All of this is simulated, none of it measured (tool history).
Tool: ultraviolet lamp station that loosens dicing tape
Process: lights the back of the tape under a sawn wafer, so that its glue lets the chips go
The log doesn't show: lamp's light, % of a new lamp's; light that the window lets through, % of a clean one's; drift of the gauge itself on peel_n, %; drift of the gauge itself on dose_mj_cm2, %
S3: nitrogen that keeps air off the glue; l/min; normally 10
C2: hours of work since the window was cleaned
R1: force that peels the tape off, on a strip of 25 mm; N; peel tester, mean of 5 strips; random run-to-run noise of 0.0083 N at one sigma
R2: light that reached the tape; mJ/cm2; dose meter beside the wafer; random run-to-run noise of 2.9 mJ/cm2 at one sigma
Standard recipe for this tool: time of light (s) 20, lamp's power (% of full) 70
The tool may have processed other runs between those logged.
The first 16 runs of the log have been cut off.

run 17 hour=161.5 | time_of_light_(s)=20 lamp's_power_(%_of_full)=70 S3=10 | hours_of_work_of_the_lamp=332 C2=180 | R1=0.498 R2=350
run 18 hour=171.1 | time_of_light_(s)=20 lamp's_power_(%_of_full)=70 S3=10 | hours_of_work_of_the_lamp=337 C2=184 | R1=0.533 R2=344
run 19 hour=181.7 | time_of_light_(s)=20 lamp's_power_(%_of_full)=70 S3=10 | hours_of_work_of_the_lamp=342 C2=190 | R1=0.532 R2=348
run 20 hour=195.8 | time_of_light_(s)=20 lamp's_power_(%_of_full)=70 S3=10 | hours_of_work_of_the_lamp=349 C2=197 | R1=0.524 R2=339
-- hour=207.8 window cleaned of glue's vapour
run 21 hour=210.2 | time_of_light_(s)=20 lamp's_power_(%_of_full)=70 S3=10 | hours_of_work_of_the_lamp=356 C2=1 | R1=0.378 R2=410
run 22 hour=223.3 | time_of_light_(s)=20 lamp's_power_(%_of_full)=70 S3=10 | hours_of_work_of_the_lamp=363 C2=8 | R1=0.360 R2=404
run 23 hour=233.0 | time_of_light_(s)=28 lamp's_power_(%_of_full)=70 S3=3 | hours_of_work_of_the_lamp=367 C2=13 | R1=0.436 R2=573
run 24 hour=243.4 | time_of_light_(s)=21 lamp's_power_(%_of_full)=66 S3=3 | hours_of_work_of_the_lamp=373 C2=18 | R1=0.927 R2=400
run 25 hour=251.4 | time_of_light_(s)=20 lamp's_power_(%_of_full)=64 S3=10 | hours_of_work_of_the_lamp=377 C2=22 | R1=0.448 R2=372
run 26 hour=265.6 | time_of_light_(s)=14 lamp's_power_(%_of_full)=72 S3=10 | hours_of_work_of_the_lamp=384 C2=29 | R1=0.771 R2=289
run 27 hour=278.5 | time_of_light_(s)=14 lamp's_power_(%_of_full)=72 S3=9 | hours_of_work_of_the_lamp=390 C2=35 | R1=0.858 R2=286
run 28 hour=290.3 | time_of_light_(s)=14 lamp's_power_(%_of_full)=72 S3=9 | hours_of_work_of_the_lamp=396 C2=41 | R1=0.806 R2=288
run 29 hour=299.1 | time_of_light_(s)=14 lamp's_power_(%_of_full)=72 S3=9 | hours_of_work_of_the_lamp=400 C2=45 | R1=0.852 R2=284
run 30 hour=310.3 | time_of_light_(s)=20 lamp's_power_(%_of_full)=63 S3=4 | hours_of_work_of_the_lamp=406 C2=51 | R1=0.942 R2=354
run 31 hour=317.1 | time_of_light_(s)=16 lamp's_power_(%_of_full)=70 S3=5 | hours_of_work_of_the_lamp=409 C2=54 | R1=1.024 R2=314
run 32 hour=325.8 | time_of_light_(s)=17 lamp's_power_(%_of_full)=63 S3=19 | hours_of_work_of_the_lamp=414 C2=59 | R1=0.490 R2=297
run 33 hour=339.6 | time_of_light_(s)=17 lamp's_power_(%_of_full)=63 S3=19 | hours_of_work_of_the_lamp=420 C2=65 | R1=0.517 R2=295
run 34 hour=351.9 | time_of_light_(s)=30 lamp's_power_(%_of_full)=63 S3=3 | hours_of_work_of_the_lamp=427 C2=72 | R1=0.545 R2=516

The next listed run, before its measurement:
run 35 hour=357.9 | time_of_light_(s)=20 lamp's_power_(%_of_full)=69 S3=3 | hours_of_work_of_the_lamp=430 C2=75 | R1=? R2=?

Run 35 measured R1 1.041 N, R2 379 mJ/cm2.
The same run, on a tool lacking any hidden state, would have yielded R1 0.841 N, R2 427 mJ/cm2.
